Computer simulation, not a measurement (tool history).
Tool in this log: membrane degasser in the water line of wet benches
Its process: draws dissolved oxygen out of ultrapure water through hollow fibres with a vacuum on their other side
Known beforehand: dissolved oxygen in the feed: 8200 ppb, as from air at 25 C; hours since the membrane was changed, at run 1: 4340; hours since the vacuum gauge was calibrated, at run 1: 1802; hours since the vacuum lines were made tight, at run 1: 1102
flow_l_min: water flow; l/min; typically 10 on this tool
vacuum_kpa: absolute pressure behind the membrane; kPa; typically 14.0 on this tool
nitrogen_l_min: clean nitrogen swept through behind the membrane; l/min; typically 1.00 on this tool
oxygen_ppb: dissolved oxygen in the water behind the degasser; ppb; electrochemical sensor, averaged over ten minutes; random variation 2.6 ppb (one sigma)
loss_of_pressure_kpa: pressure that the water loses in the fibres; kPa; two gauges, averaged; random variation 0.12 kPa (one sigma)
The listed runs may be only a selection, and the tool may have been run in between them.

run,day,flow_l_min,vacuum_kpa,nitrogen_l_min,hours since the membrane was changed,hours since the vacuum gauge was calibrated,hours since the vacuum lines were made tight,oxygen_ppb,loss_of_pressure_kpa
1,0.000,10,14.0,1.00,4340,1802,1102,489.0,46.85
2,7.754,10,14.0,1.00,4526,1989,1288,487.9,46.89
3,15.138,11,14.0,1.00,4704,2166,1465,575.4,51.50
4,19.154,10,14.0,0.63,4800,2262,1561,612.4,46.90
5,27.612,10,14.0,0.63,5003,2465,1764,606.2,46.90
6,35.175,10,14.0,0.63,5185,2647,1946,610.6,46.70
7,39.633,10,14.0,0.63,5292,2754,2053,613.9,46.71
8,45.788,10,14.0,0.63,5439,2901,2200,606.6,46.60
9,52.546,10,14.0,0.64,5601,3064,2363,607.9,46.79
10,61.233,10,14.0,0.64,5810,3272,2571,604.6,46.59
11,65.238,11,14.0,0.64,5906,3368,2667,700.8,51.39
12,73.412,10,14.0,1.00,6102,3564,2863,491.2,46.67
# day 73.892: vacuum gauge calibrated
13,80.879,10,14.0,1.00,6281,168,3042,489.0,46.67
14,87.750,10,14.0,1.00,6446,333,3207,490.9,46.42
15,94.779,10,25.6,1.00,6615,501,3376,739.7,46.52
16,101.079,10,14.0,1.00,6766,653,3527,489.7,46.49
17,107.875,8,14.0,1.00,6929,816,3690,331.7,37.00
18,114.838,8,14.0,1.22,7096,983,3857,301.0,37.19
19,120.421,11,12.7,2.32,7230,1117,3991,426.1,51.27
20,127.921,16,9.8,2.83,7410,1297,4171,779.4,74.19
21,133.150,16,9.8,2.83,7535,1422,4297,777.0,74.31
22,138.638,6,9.9,0.66,7667,1554,4428,196.0,27.73
23,146.200,6,9.9,0.66,7849,1735,4610,194.9,27.72
24,151.921,8,15.8,0.97,7986,1873,4747,373.2,37.07
25,158.104,9,15.8,0.97,8134,2021,4896,451.9,41.61
26,164.571,15,32.5,1.00,8290,2176,5051,1412.0,69.64
27,171.546,16,14.0,1.38,8457,2344,5218,943.8,74.20
28,179.904,10,9.0,1.20,8658,2544,5419,360.7,46.13
29,188.062,13,20.4,1.00,8853,2740,5615,911.7,59.86
30,192.092,13,20.4,1.00,8950,2837,5711,902.7,59.99
31,200.862,7,11.4,1.76,9161,3047,5922,167.8,32.34
32,205.362,12,33.5,1.00,9269,3155,6030,1100.7,55.10
33,213.146,10,11.5,2.82,9455,3342,6217,324.6,46.11

How the hidden state differs across the entries between the runs, from the last listed run before each to the first after it:
Run 12 -> run 13: vacuum gauge calibrated (day 73.892)
  drift of the gauge itself on loss_of_pressure_kpa, %: -0.59 -> -0.64
  measured value less the no-hidden-state value, loss_of_pressure_kpa: -0.25 -> -0.28 kPa
